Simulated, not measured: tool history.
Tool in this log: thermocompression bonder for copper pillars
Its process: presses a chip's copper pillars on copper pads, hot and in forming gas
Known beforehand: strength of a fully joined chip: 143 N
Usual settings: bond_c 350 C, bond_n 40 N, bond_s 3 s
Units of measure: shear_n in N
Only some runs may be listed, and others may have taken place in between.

run	hour	bond_c	bond_n	bond_s	shear_n
1	0.0	350	40	3	77.8
2	36.5	350	40	3	77.9
3	54.9	350	40	3	77.5
4	83.1	350	47	3	85.1
5	99.1	368	40	3	87.8
6	134.0	368	40	3	87.9
7	156.6	350	59	3	93.5
8	175.3	350	38	3	74.5
9	209.4	350	37	3	72.7
10	226.2	366	52	2	88.0
11	257.7	363	33	7	96.5
12	284.4	349	48	5	96.1

Run 13 is up next; what results do you expect?
13	309.2	349	48	5	?

Run 13 produced shear_n 96.0 N.
Take away the tool's hidden state, keep the run-to-run variation as it was, and the same run would have given shear_n 93.4 N.
